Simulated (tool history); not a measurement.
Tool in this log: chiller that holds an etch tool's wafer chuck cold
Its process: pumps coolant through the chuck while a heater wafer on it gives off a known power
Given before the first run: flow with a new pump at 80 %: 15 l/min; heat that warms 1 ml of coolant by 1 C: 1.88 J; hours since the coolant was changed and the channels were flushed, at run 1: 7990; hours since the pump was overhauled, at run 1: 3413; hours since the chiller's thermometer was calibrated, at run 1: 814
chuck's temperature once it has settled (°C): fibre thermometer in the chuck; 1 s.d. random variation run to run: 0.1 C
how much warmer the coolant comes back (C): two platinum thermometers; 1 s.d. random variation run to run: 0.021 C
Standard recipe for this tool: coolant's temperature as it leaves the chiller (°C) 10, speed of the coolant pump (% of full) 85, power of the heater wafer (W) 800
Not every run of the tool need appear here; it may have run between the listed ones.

run	day	coolant's temperature as it leaves the chiller (°C)	speed of the coolant pump (% of full)	power of the heater wafer (W)	hours since the coolant was changed and the channels were flushed	hours since the pump was overhauled	hours since the chiller's thermometer was calibrated	chuck's temperature once it has settled (°C)	how much warmer the coolant comes back (C)
1	0	10	85	800	7990	3413	814	15.1	1.62
2	3.792	10	85	800	8081	3504	904	15.3	1.57
3	7.467	10	85	983	8169	3592	993	16.5	1.92
4	10.425	10	85	983	8240	3663	1064	16.6	1.9
5	12.967	10	85	983	8301	3724	1125	16.5	1.93
6	16.258	6	85	800	8380	3803	1204	11.3	1.54
7	18.038	6	85	800	8423	3846	1246	10.9	1.51
8	21.879	6	85	800	8515	3938	1339	11.2	1.48
9	24.933	6	85	800	8588	4011	1412	11.1	1.47
10	28.904	8	65	516	8683	4106	1507	11.9	1.19
11	31.492	10	93	569	8745	4168	1569	13.5	0.89
12	34.333	2	78	454	8814	4237	1638	5.3	0.83
13	38.054	2	78	454	8903	4326	1727	5.1	0.81
14	41.8	10	71	731	8993	4416	1817	15.7	1.53
15	45.862	10	85	611	9090	4513	1914	14	1
16	47.888	8	85	560	9139	4562	1963	11.6	0.87
17	50.392	8	85	560	9199	4622	2023	11.7	0.88

Each row is a separate what-if for the run after 17, all from the same tool condition, not one after another. Results?
A	53.979	10	69	800	9285	4708	2109	?	?
B	53.979	3	85	1047	9285	4708	2109	?	?
C	53.979	10	62	744	9285	4708	2109	?	?

run	chuck's temperature once it has settled (°C)	how much warmer the coolant comes back (C)
A	16.3	1.74
B	10	1.83
C	16.2	1.82
With the hidden condition removed and each run's random variation left untouched, the same runs would have given:
run	chuck's temperature once it has settled (°C)	how much warmer the coolant comes back (C)
A	16.3	2.02
B	10	2.11
C	16.2	2.1
